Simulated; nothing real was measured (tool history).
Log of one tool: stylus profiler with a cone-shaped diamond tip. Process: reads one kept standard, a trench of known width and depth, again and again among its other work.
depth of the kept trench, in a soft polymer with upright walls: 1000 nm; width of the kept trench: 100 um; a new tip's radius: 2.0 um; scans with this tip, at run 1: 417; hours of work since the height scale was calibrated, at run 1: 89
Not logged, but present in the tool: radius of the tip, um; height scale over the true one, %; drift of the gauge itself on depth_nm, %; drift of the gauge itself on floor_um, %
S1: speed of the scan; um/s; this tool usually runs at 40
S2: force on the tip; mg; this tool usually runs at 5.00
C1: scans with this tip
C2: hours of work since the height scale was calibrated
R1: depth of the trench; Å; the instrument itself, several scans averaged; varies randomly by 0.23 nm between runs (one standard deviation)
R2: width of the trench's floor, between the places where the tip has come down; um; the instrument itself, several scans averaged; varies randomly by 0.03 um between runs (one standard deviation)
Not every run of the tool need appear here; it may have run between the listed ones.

run	hour	S1	S2	C1	C2	R1	R2
1	0.0	40	5.00	417	89	10134.7	96.31
2	20.0	40	5.00	464	99	10134.7	96.30
3	28.8	40	5.00	485	103	10134.0	96.40
4	39.8	40	5.00	511	109	10132.9	96.36
5	55.4	40	5.00	548	117	10128.7	96.38
6	74.0	40	5.00	592	126	10135.2	96.38
7	91.2	40	5.00	632	135	10134.8	96.30
8	108.9	55	2.49	674	144	10088.0	96.12
9	117.1	127	10.74	694	148	10225.7	96.11
10	128.4	130	1.98	720	153	10069.9	95.58
11	141.9	32	3.44	752	160	10105.3	96.29
12	151.5	32	3.44	775	165	10105.2	96.38
13	165.8	22	1.90	808	172	10072.1	96.34

Alternative continuations, all from the tool just after run 13; predict every row:
A	184.3	32	5.00	852	181	?	?
B	184.3	25	5.00	852	181	?	?
C	184.3	61	8.94	852	181	?	?
D	184.3	22	5.40	852	181	?	?
E	184.3	35	10.95	852	181	?	?

run	R1	R2
A	10134.8	96.45
B	10134.0	96.42
C	10195.6	96.28
D	10144.8	96.48
E	10227.1	96.43
Take away the tool's hidden state, keep each run's random variation, and the runs would have read:
run	R1	R2
A	10134.9	96.45
B	10134.1	96.42
C	10195.7	96.28
D	10144.9	96.48
E	10227.2	96.43

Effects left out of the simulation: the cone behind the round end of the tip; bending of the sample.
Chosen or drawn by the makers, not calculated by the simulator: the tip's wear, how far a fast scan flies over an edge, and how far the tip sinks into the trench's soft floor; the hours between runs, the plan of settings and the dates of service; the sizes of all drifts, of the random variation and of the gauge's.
